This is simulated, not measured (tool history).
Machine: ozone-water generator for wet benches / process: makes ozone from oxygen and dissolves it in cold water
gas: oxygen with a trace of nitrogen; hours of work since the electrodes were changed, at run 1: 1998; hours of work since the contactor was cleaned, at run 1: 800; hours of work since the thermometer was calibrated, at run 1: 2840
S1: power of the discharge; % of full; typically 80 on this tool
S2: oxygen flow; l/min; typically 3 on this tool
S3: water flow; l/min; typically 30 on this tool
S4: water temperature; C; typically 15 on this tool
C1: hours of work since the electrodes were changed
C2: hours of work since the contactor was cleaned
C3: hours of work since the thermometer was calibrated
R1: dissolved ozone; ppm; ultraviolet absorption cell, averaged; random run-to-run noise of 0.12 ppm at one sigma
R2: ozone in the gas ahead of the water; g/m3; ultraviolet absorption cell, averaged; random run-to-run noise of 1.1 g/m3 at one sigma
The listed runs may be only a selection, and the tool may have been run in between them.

| run | hour | S1 | S2 | S3 | S4 | C1 | C2 | C3 | R1 | R2 |
|---|---|---|---|---|---|---|---|---|---|---|
| 1 | 0 | 80 | 3 | 30 | 15 | 1998 | 800 | 2840 | 10.4 | 191.4 |
| 2 | 134.8 | 80 | 3 | 30 | 15 | 2085 | 887 | 2928 | 10.3 | 189.4 |
| 3 | 296.1 | 80 | 3 | 30 | 15 | 2190 | 992 | 3033 | 10.3 | 187.8 |
| 4 | 450.4 | 80 | 3 | 30 | 15 | 2291 | 1093 | 3133 | 10.4 | 188.3 |
| 5 | 592.7 | 80 | 3 | 41 | 15 | 2383 | 1186 | 3226 | 7.2 | 187.2 |
| 6 | 712.3 | 80 | 3 | 41 | 12 | 2461 | 1263 | 3304 | 7.3 | 185.9 |
| 7 | 794.6 | 80 | 3 | 36 | 12 | 2515 | 1317 | 3357 | 8.6 | 184.9 |
| 8 | 912.6 | 80 | 3 | 30 | 15 | 2592 | 1394 | 3434 | 10 | 185.7 |
| 9 | 1051.9 | 80 | 3 | 20 | 15 | 2682 | 1485 | 3525 | 15.4 | 186.2 |
| 10 | 1172 | 80 | 3 | 36 | 15 | 2761 | 1563 | 3603 | 8.2 | 185.6 |
| 11 | 1264.5 | 80 | 3.71 | 36 | 15 | 2821 | 1623 | 3663 | 8.9 | 170.8 |
|  | 1359.8 | water thermometer calibrated |
| 12 | 1404.4 | 80 | 3 | 48 | 15 | 2912 | 1714 | 29 | 6.1 | 184.5 |
| 13 | 1560.9 | 80 | 3 | 48 | 15 | 3014 | 1816 | 131 | 6 | 184.3 |
| 14 | 1655.1 | 80 | 3 | 19 | 15 | 3075 | 1877 | 192 | 15.4 | 183.6 |
|  | 1668.7 | contactor cleaned |
| 15 | 1769.5 | 80 | 1.76 | 30 | 15 | 3147 | 66 | 264 | 8 | 227.5 |
| 16 | 1851.1 | 80 | 3 | 30 | 12 | 3200 | 119 | 317 | 10 | 182.8 |
| 17 | 1944.1 | 91 | 1.64 | 30 | 15 | 3261 | 179 | 378 | 8.3 | 254.1 |
| 18 | 2032.9 | 91 | 1.64 | 30 | 15 | 3318 | 237 | 436 | 8.3 | 253.9 |
|  | 2068.9 | contactor cleaned, once more |
| 19 | 2180.5 | 80 | 1.54 | 38 | 15 | 3412 | 73 | 529 | 5.6 | 234.2 |
| 20 | 2279.9 | 49 | 1.54 | 38 | 17 | 3477 | 137 | 594 | 4.2 | 163.3 |
| 21 | 2439.5 | 44 | 3.91 | 20 | 17 | 3581 | 241 | 698 | 10.1 | 105.1 |
| 22 | 2574.5 | 80 | 4.69 | 30 | 11 | 3668 | 329 | 786 | 11.9 | 151.3 |
| 23 | 2678.3 | 54 | 3 | 30 | 15 | 3736 | 397 | 853 | 7.2 | 135 |
| 24 | 2775.8 | 41 | 3 | 30 | 15 | 3800 | 460 | 917 | 6 | 110.6 |
| 25 | 2847.3 | 41 | 3 | 30 | 15 | 3846 | 507 | 963 | 5.7 | 109 |
| 26 | 2988.9 | 41 | 3 | 30 | 20 | 3938 | 599 | 1056 | 5.7 | 107.3 |
| 27 | 3126.7 | 41 | 3 | 30 | 20 | 4028 | 689 | 1145 | 5.6 | 108.9 |
| 28 | 3255.9 | 63 | 4.96 | 30 | 15 | 4112 | 773 | 1230 | 9.6 | 122.9 |
| 29 | 3403.6 | 47 | 2.16 | 40 | 9 | 4208 | 869 | 1326 | 4.2 | 135.9 |
| 30 | 3551.8 | 80 | 3 | 38 | 18 | 4305 | 966 | 1422 | 7.2 | 174.2 |
| 31 | 3631.8 | 72 | 2.33 | 37 | 18 | 4357 | 1018 | 1474 | 6 | 178.4 |
| 32 | 3791 | 72 | 2.33 | 37 | 18 | 4461 | 1121 | 1578 | 6.1 | 180.6 |

Measured less the same run without the tool's hidden state. The same run-to-run variation is in both; the gauge's scatter may not be:
Hidden state present: yield of the discharge, % of new electrodes'; contactor's efficiency, % of a clean one's; true water temperature over the reading, C; drift of the gauge itself on ozone_ppm, %; drift of the gauge itself on gas_g_m3, %.
| run | R1 | R2 |
|---|---|---|
| 1 | -0.7 | -12.1 |
| 2 | -0.8 | -12.6 |
| 3 | -0.8 | -13.4 |
| 4 | -0.9 | -14 |
| 5 | -0.7 | -14.6 |
| 6 | -0.8 | -15.1 |
| 7 | -0.8 | -15.5 |
| 8 | -1 | -16.1 |
| 9 | -1.6 | -16.7 |
| 10 | -1 | -17.3 |
| 11 | -1 | -16.3 |
| 12 | -0.7 | -18.2 |
| 13 | -0.7 | -19 |
| 14 | -1.9 | -19.3 |
| 15 | -1.1 | -24.4 |
| 16 | -1.4 | -19.9 |
| 17 | -1.4 | -31.3 |
| 18 | -1.3 | -32 |
| 19 | -0.7 | -28 |
| 20 | -0.3 | -12.7 |
| 21 | -0.8 | -7.3 |
| 22 | -1.6 | -19.5 |
| 23 | -0.8 | -12.6 |
| 24 | -0.5 | -7.6 |
| 25 | -0.5 | -7.6 |
| 26 | -0.5 | -7.7 |
| 27 | -0.6 | -8 |
| 28 | -1.4 | -14.8 |
| 29 | -0.5 | -12.5 |
| 30 | -1.2 | -27.2 |
| 31 | -1.1 | -26.1 |
| 32 | -1.1 | -27.1 |
